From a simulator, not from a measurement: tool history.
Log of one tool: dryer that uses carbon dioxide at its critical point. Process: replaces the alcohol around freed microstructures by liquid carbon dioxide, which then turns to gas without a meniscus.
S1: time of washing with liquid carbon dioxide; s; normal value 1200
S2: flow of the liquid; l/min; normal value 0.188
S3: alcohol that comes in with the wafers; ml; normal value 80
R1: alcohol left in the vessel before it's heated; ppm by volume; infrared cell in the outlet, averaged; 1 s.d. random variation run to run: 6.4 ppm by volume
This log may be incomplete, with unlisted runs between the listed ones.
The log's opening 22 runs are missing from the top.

run    hour    S1     S2  S3     R1
 23   512.6  1200  0.269  80    121
 24   540.2  1200  0.269  80    119
 25     556  1200  0.269  80    127
 26   584.3  1560  0.188  59    170
 27   611.6  1260  0.158  39    638
 28     644   960  0.216  52    626
 29   675.1  1800  0.216  36    100
 30   705.4  1800  0.216  36    113
 31   739.2  1200  0.218  80    345
 32   753.5  1200  0.173  66    916
      767.5  -- inlet filter changed
 33   771.9  1200  0.173  66    507
 34   797.2  1200  0.173  66    511
 35   817.6  1200  0.173  66    523
 36     844   780  0.122  88  13723
 37   860.3   780  0.122  88  13742
 38   886.3  1620  0.276  22    113
 39   915.4  1620  0.276  22    126
 40   943.2  1020  0.147  22    901
 41   966.1  1500  0.147  66    486
 42   992.5  1140  0.196  93    577
 43  1011.9  1920  0.207  80    142
 44  1041.4   900  0.125  80   8562
 45  1061.5   840  0.188  80   2543
 46  1094.2  1200  0.188  21    248
 47  1124.1   900  0.163  45   2098

Here are 4 independent what-if runs from the current tool condition. What would each one return?
  A  1142.6  1560  0.258  80   ?
  B  1142.6   900  0.163  79   ?
  C  1142.6   900  0.118  23   ?
  D  1142.6  1200  0.238  80   ?

run    R1
  A   156
  B  3682
  C  3209
  D   233
Take away the tool's hidden state, keep each run's random variation, and the runs would have read:
run    R1
  A     7
  B  2586
  C  2458
  D    49
